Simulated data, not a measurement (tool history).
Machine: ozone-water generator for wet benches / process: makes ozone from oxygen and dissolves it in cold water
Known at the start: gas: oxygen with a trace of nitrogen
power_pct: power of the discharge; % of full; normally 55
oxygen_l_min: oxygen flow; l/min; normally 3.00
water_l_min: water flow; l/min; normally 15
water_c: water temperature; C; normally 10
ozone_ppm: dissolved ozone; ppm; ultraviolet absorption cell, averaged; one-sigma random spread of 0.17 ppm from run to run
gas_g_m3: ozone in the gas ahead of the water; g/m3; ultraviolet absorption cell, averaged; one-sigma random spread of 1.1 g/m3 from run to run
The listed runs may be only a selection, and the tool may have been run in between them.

run 1 hour=0.0 | power_pct=55 oxygen_l_min=3.00 water_l_min=15 water_c=10 | ozone_ppm=22.5 gas_g_m3=195.2
run 2 hour=21.3 | power_pct=55 oxygen_l_min=3.00 water_l_min=15 water_c=10 | ozone_ppm=22.3 gas_g_m3=193.4
run 3 hour=47.0 | power_pct=55 oxygen_l_min=3.00 water_l_min=15 water_c=10 | ozone_ppm=22.4 gas_g_m3=194.8
run 4 hour=78.3 | power_pct=55 oxygen_l_min=1.52 water_l_min=15 water_c=10 | ozone_ppm=21.2 gas_g_m3=304.8
run 5 hour=97.6 | power_pct=55 oxygen_l_min=3.00 water_l_min=18 water_c=10 | ozone_ppm=19.0 gas_g_m3=193.8
run 6 hour=116.2 | power_pct=55 oxygen_l_min=3.00 water_l_min=15 water_c=10 | ozone_ppm=22.2 gas_g_m3=195.2
run 7 hour=137.1 | power_pct=55 oxygen_l_min=3.00 water_l_min=15 water_c=14 | ozone_ppm=21.4 gas_g_m3=193.7
run 8 hour=165.3 | power_pct=55 oxygen_l_min=3.00 water_l_min=15 water_c=10 | ozone_ppm=22.3 gas_g_m3=195.0
run 9 hour=181.7 | power_pct=55 oxygen_l_min=3.00 water_l_min=15 water_c=10 | ozone_ppm=22.2 gas_g_m3=193.6
run 10 hour=201.1 | power_pct=55 oxygen_l_min=3.00 water_l_min=15 water_c=10 | ozone_ppm=22.5 gas_g_m3=191.7
run 11 hour=222.4 | power_pct=55 oxygen_l_min=3.00 water_l_min=15 water_c=10 | ozone_ppm=22.4 gas_g_m3=193.9
run 12 hour=240.7 | power_pct=55 oxygen_l_min=3.00 water_l_min=15 water_c=10 | ozone_ppm=22.2 gas_g_m3=195.6
run 13 hour=255.9 | power_pct=45 oxygen_l_min=3.00 water_l_min=15 water_c=10 | ozone_ppm=20.2 gas_g_m3=171.9
run 14 hour=289.9 | power_pct=42 oxygen_l_min=3.00 water_l_min=15 water_c=10 | ozone_ppm=19.2 gas_g_m3=165.8
run 15 hour=322.9 | power_pct=42 oxygen_l_min=3.00 water_l_min=15 water_c=10 | ozone_ppm=19.4 gas_g_m3=165.2
run 16 hour=336.7 | power_pct=41 oxygen_l_min=3.00 water_l_min=15 water_c=10 | ozone_ppm=19.3 gas_g_m3=165.5
run 17 hour=361.6 | power_pct=95 oxygen_l_min=1.85 water_l_min=11 water_c=9 | ozone_ppm=39.5 gas_g_m3=360.9

Predict the results of run 18:
run 18 hour=379.8 | power_pct=95 oxygen_l_min=1.85 water_l_min=11 water_c=9 | ozone_ppm=? gas_g_m3=?

Run 18 came out at ozone_ppm 39.8 ppm, gas_g_m3 359.6 g/m3.
The same run, on a tool lacking any hidden state, would have yielded ozone_ppm 39.8 ppm, gas_g_m3 364.0 g/m3.
